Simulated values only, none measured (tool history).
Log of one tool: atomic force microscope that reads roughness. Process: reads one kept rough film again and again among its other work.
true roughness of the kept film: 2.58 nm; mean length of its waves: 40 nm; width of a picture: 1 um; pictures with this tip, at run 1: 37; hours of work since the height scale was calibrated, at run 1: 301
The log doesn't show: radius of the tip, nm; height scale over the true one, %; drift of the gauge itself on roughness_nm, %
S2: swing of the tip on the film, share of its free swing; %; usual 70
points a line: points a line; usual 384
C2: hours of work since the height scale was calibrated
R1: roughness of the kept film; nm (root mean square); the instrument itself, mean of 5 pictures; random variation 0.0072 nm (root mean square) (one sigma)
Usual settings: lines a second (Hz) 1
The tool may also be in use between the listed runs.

Run 1, hour 0: usual settings; pictures with this tip 37; C2 301. Result: R1 2.341 nm (root mean square).
Run 2, hour 5.7: usual settings but lines a second (Hz) 3.15; pictures with this tip 49; C2 305. Result: R1 2.123 nm (root mean square).
Run 3, hour 17.4: usual settings but lines a second (Hz) 3.15; pictures with this tip 73; C2 313. Result: R1 2.126 nm (root mean square).
Run 4, hour 24.1: usual settings but S2 66 %; pictures with this tip 86; C2 318. Result: R1 2.37 nm (root mean square).
At hour 35.4: new tip fitted.
Run 5, hour 35.9: usual settings but S2 66 %; pictures with this tip 1; C2 326. Result: R1 2.371 nm (root mean square).
Run 6, hour 47.2: usual settings but lines a second (Hz) 0.92; pictures with this tip 24; C2 334. Result: R1 2.346 nm (root mean square).
Run 7, hour 59.6: usual settings but lines a second (Hz) 0.92; pictures with this tip 49; C2 343. Result: R1 2.351 nm (root mean square).
Run 8, hour 70.7: usual settings but lines a second (Hz) 2.42; pictures with this tip 71; C2 351. Result: R1 2.2 nm (root mean square).
Run 9, hour 82: usual settings but lines a second (Hz) 2.42, S2 69 %; pictures with this tip 94; C2 359. Result: R1 2.206 nm (root mean square).
At hour 89.2: new tip fitted.
Run 10, hour 92.9: usual settings but lines a second (Hz) 2.42, S2 69 %; pictures with this tip 7; C2 366. Result: R1 2.216 nm (root mean square).
Run 11, hour 100.3: usual settings but S2 57 %; pictures with this tip 22; C2 371. Result: R1 2.418 nm (root mean square).
Run 12, hour 106.1: usual settings but points a line 470; pictures with this tip 34; C2 376. Result: R1 2.337 nm (root mean square).
Run 13, hour 113: usual settings but S2 61 %, points a line 470; pictures with this tip 48; C2 380. Result: R1 2.385 nm (root mean square).
Run 14, hour 120.8: usual settings but lines a second (Hz) 2.55, S2 57 %, points a line 470; pictures with this tip 64; C2 386. Result: R1 2.319 nm (root mean square).
Run 15, hour 133.3: usual settings but lines a second (Hz) 2.2, S2 76 %, points a line 349; pictures with this tip 89; C2 395. Result: R1 2.141 nm (root mean square).
At hour 143.4: new tip fitted.
Run 16, hour 144.9: usual settings but lines a second (Hz) 1.65, points a line 918; pictures with this tip 3; C2 403. Result: R1 2.276 nm (root mean square).
Run 17, hour 156.3: usual settings but lines a second (Hz) 1.65, points a line 918; pictures with this tip 26; C2 411. Result: R1 2.275 nm (root mean square).
Run 18, hour 162.1: usual settings but points a line 698; pictures with this tip 38; C2 415. Result: R1 2.346 nm (root mean square).
Run 19, hour 168.5: usual settings but lines a second (Hz) 0.62, S2 60 %, points a line 698; pictures with this tip 51; C2 420. Result: R1 2.418 nm (root mean square).
Run 20, hour 176.9: usual settings but lines a second (Hz) 0.64, S2 86 %; pictures with this tip 68; C2 426. Result: R1 2.287 nm (root mean square).
Run 21, hour 188.4: usual settings but lines a second (Hz) 0.87, S2 60 %, points a line 460; pictures with this tip 91; C2 434. Result: R1 2.408 nm (root mean square).
At hour 197.7: new tip fitted.
Run 22, hour 198.7: usual settings but lines a second (Hz) 0.87, S2 60 %, points a line 460; pictures with this tip 2; C2 441. Result: R1 2.404 nm (root mean square).
Run 23, hour 206.8: usual settings but lines a second (Hz) 2.61, S2 59 %, points a line 299; pictures with this tip 18; C2 447. Result: R1 2.299 nm (root mean square).
Run 24, hour 212.5: usual settings but lines a second (Hz) 1.33; pictures with this tip 30; C2 451. Result: R1 2.308 nm (root mean square).
Run 25, hour 217.8: usual settings but lines a second (Hz) 1.33; pictures with this tip 41; C2 454. Result: R1 2.303 nm (root mean square).

3 ways to go on from here, each from the tool as it stands after run 25. What would each give?
Run A, hour 229: usual settings but lines a second (Hz) 0.67, S2 66 %; pictures with this tip 63; C2 462. Result: R1 ?.
Run B, hour 229: usual settings but points a line 307; pictures with this tip 63; C2 462. Result: R1 ?.
Run C, hour 229: usual settings but lines a second (Hz) 1.33, S2 64 %; pictures with this tip 63; C2 462. Result: R1 ?.

run     R1
  A  2.398
  B  2.335
  C  2.379
Without the tool's hidden state the same runs would have given:
run     R1
  A  2.401
  B  2.338
  C  2.382
